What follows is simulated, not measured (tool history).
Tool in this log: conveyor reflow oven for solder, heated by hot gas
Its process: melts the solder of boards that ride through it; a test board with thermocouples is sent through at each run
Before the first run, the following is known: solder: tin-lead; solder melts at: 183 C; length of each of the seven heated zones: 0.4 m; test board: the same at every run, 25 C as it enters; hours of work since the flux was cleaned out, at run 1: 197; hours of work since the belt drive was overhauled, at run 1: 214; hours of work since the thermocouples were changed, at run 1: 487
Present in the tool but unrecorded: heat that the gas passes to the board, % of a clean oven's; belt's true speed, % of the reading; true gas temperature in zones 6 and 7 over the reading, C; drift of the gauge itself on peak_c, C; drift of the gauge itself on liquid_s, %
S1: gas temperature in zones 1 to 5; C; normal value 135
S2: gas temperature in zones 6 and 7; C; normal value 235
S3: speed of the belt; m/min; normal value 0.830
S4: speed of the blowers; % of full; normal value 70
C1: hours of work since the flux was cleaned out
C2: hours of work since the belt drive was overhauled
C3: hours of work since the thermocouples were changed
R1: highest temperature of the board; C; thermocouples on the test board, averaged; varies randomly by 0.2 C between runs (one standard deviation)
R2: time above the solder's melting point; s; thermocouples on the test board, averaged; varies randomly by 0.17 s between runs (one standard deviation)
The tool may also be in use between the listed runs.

run,day,S1,S2,S3,S4,C1,C2,C3,R1,R2
1,0.000,135,235,0.830,70,197,214,487,214.4,40.2
2,0.642,135,235,0.830,70,208,225,499,214.3,40.1
3,1.404,135,244,0.830,70,222,239,513,221.8,44.7
4,1.842,135,244,0.830,70,230,247,521,221.6,44.8
# day 2.092: flux residue cleaned out of gas plates and filters
5,2.746,135,235,0.796,70,12,260,534,215.4,42.9
6,3.400,135,235,0.830,70,24,272,546,213.9,39.5
7,4.021,135,235,0.830,70,35,283,557,213.2,39.5
8,4.558,135,235,0.830,70,45,293,567,213.3,39.2
9,5.517,126,242,0.775,51,63,311,585,216.0,41.3
10,6.217,126,242,0.775,51,75,324,597,215.7,41.5
11,6.933,135,243,0.830,70,89,337,610,219.6,43.2
# day 7.346: flux residue cleaned out of gas plates and filters, once more
12,7.708,139,235,0.695,70,7,347,621,223.4,56.4

Entry by entry between the runs, the difference in hidden state between the last listed run before and the first listed run after:
Runs 4 to 5: flux residue cleaned out of gas plates and filters (day 2.092)
  heat that the gas passes to the board, % of a clean oven's: 90.9 -> 89.4; belt's true speed, % of the reading: 99.78 -> 99.77; true gas temperature in zones 6 and 7 over the reading, C: 1.48 -> 1.52
  measured minus no-state result, R1: -1.4 -> -1.5 C; R2: -0.9 -> -1.3 s
Runs 11 to 12: flux residue cleaned out of gas plates and filters, once more (day 7.346)
  heat that the gas passes to the board, % of a clean oven's: 86.7 -> 99.5; belt's true speed, % of the reading: 99.7 -> 99.69; true gas temperature in zones 6 and 7 over the reading, C: 1.72 -> 1.75
  measured minus no-state result, R1: -2.6 -> +1.5 C; R2: -1.7 -> +1.0 s
